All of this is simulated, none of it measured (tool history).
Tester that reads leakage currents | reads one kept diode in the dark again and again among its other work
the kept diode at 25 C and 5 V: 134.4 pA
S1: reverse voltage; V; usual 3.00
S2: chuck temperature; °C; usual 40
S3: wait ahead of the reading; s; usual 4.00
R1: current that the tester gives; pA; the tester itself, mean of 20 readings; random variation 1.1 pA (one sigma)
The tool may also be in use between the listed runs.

{"run": 1, "hour": 0.0, "S1": 3.0, "S2": 40, "S3": 4.0, "R1": 381.58}
{"run": 2, "hour": 116.9, "S1": 2.22, "S2": 40, "S3": 4.0, "R1": 321.99}
{"run": 3, "hour": 179.5, "S1": 2.22, "S2": 40, "S3": 4.0, "R1": 321.64}
{"run": 4, "hour": 287.6, "S1": 2.22, "S2": 40, "S3": 4.0, "R1": 320.44}
{"run": 5, "hour": 410.1, "S1": 3.0, "S2": 40, "S3": 4.0, "R1": 380.18}
{"run": 6, "hour": 470.9, "S1": 7.1, "S2": 40, "S3": 4.0, "R1": 609.49}
{"hour": 541.8, "done": "probe card cleaned and baked"}
{"run": 7, "hour": 611.2, "S1": 3.0, "S2": 40, "S3": 0.54, "R1": 378.56}
{"run": 8, "hour": 691.8, "S1": 3.0, "S2": 40, "S3": 0.54, "R1": 380.55}
{"run": 9, "hour": 796.7, "S1": 3.0, "S2": 40, "S3": 4.0, "R1": 379.75}
{"hour": 807.8, "done": "chuck's temperature calibrated"}
{"run": 10, "hour": 923.8, "S1": 3.0, "S2": 40, "S3": 4.0, "R1": 378.83}
{"run": 11, "hour": 1057.3, "S1": 3.0, "S2": 40, "S3": 4.0, "R1": 378.91}
{"run": 12, "hour": 1123.6, "S1": 3.0, "S2": 40, "S3": 4.0, "R1": 376.68}
{"run": 13, "hour": 1252.4, "S1": 3.0, "S2": 40, "S3": 4.0, "R1": 378.27}
{"run": 14, "hour": 1354.0, "S1": 3.0, "S2": 40, "S3": 4.0, "R1": 377.9}
{"run": 15, "hour": 1438.4, "S1": 3.0, "S2": 43, "S3": 6.79, "R1": 486.2}
{"run": 16, "hour": 1554.3, "S1": 2.45, "S2": 24, "S3": 4.0, "R1": 82.61}
{"run": 17, "hour": 1686.1, "S1": 2.45, "S2": 24, "S3": 4.0, "R1": 82.95}
{"run": 18, "hour": 1801.1, "S1": 2.45, "S2": 24, "S3": 4.0, "R1": 82.98}
{"run": 19, "hour": 1904.4, "S1": 9.73, "S2": 35, "S3": 0.47, "R1": 473.53}
{"run": 20, "hour": 1975.5, "S1": 3.0, "S2": 25, "S3": 0.68, "R1": 102.6}
{"run": 21, "hour": 2096.6, "S1": 1.52, "S2": 25, "S3": 5.75, "R1": 70.21}
{"run": 22, "hour": 2182.0, "S1": 18.28, "S2": 25, "S3": 0.38, "R1": 281.22}
{"run": 23, "hour": 2293.0, "S1": 18.28, "S2": 25, "S3": 0.38, "R1": 280.09}
{"run": 24, "hour": 2355.6, "S1": 6.29, "S2": 37, "S3": 2.66, "R1": 440.04}

Forecast each of these 4 alternatives for the next run:
{"run": "A", "hour": 2469.3, "S1": 3.0, "S2": 45, "S3": 4.0, "R1": "?"}
{"run": "B", "hour": 2469.3, "S1": 4.8, "S2": 39, "S3": 1.24, "R1": "?"}
{"run": "C", "hour": 2469.3, "S1": 6.29, "S2": 37, "S3": 0.35, "R1": "?"}
{"run": "D", "hour": 2469.3, "S1": 8.99, "S2": 37, "S3": 2.66, "R1": "?"}

run=A R1=571.86
run=B R1=451.47
run=C R1=442.23
run=D R1=537.43
Without the tool's hidden state the same runs would have given:
run=A R1=571.33
run=B R1=451.02
run=C R1=441.78
run=D R1=536.87
